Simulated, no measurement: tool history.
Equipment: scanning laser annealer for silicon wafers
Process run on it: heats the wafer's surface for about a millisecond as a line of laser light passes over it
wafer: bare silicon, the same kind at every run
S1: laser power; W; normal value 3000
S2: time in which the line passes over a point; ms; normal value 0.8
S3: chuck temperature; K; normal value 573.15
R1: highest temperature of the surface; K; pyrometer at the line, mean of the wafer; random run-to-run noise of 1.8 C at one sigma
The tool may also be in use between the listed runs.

| run | day | S1 | S2 | S3 | R1 |
|---|---|---|---|---|---|
| 1 | 0 | 3000 | 0.8 | 573.15 | 1296.15 |
| 2 | 0.375 | 3000 | 0.8 | 573.15 | 1296.15 |
| 3 | 0.833 | 3000 | 0.8 | 573.15 | 1296.15 |
| 4 | 1.204 | 3000 | 0.8 | 573.15 | 1294.15 |
| 5 | 1.896 | 3000 | 0.746 | 573.15 | 1266.15 |
| 6 | 2.258 | 3000 | 0.746 | 573.15 | 1269.15 |
| 7 | 3.092 | 3000 | 0.972 | 573.15 | 1386.15 |
| 8 | 3.579 | 3000 | 0.8 | 573.15 | 1295.15 |
| 9 | 3.996 | 3000 | 0.8 | 573.15 | 1295.15 |
| 10 | 4.696 | 2604 | 0.8 | 573.15 | 1199.15 |
|  | 4.821 | window over the wafer cleaned |
| 11 | 5.388 | 3218 | 0.778 | 573.15 | 1320.15 |
| 12 | 5.942 | 3218 | 0.778 | 573.15 | 1320.15 |
| 13 | 6.588 | 3170 | 0.802 | 609.15 | 1361.15 |
| 14 | 7.388 | 3019 | 0.848 | 566.15 | 1309.15 |
| 15 | 8.012 | 3019 | 0.848 | 566.15 | 1310.15 |
| 16 | 8.833 | 3001 | 0.812 | 594.15 | 1310.15 |
| 17 | 9.212 | 3257 | 0.941 | 571.15 | 1420.15 |

Results for each run, recomputed without the tool's hidden state and with each run's random variation untouched:
The tool's hidden condition here consists of: light that passes the window, % of a clean one's; laser's true power over the reading, %; width of the line over the set one, %; drift of the gauge itself on peak_c, C.
| run | R1 |
|---|---|
| 1 | 1309.15 |
| 2 | 1309.15 |
| 3 | 1309.15 |
| 4 | 1308.15 |
| 5 | 1280.15 |
| 6 | 1283.15 |
| 7 | 1403.15 |
| 8 | 1310.15 |
| 9 | 1311.15 |
| 10 | 1213.15 |
| 11 | 1344.15 |
| 12 | 1344.15 |
| 13 | 1386.15 |
| 14 | 1334.15 |
| 15 | 1336.15 |
| 16 | 1336.15 |
| 17 | 1450.15 |

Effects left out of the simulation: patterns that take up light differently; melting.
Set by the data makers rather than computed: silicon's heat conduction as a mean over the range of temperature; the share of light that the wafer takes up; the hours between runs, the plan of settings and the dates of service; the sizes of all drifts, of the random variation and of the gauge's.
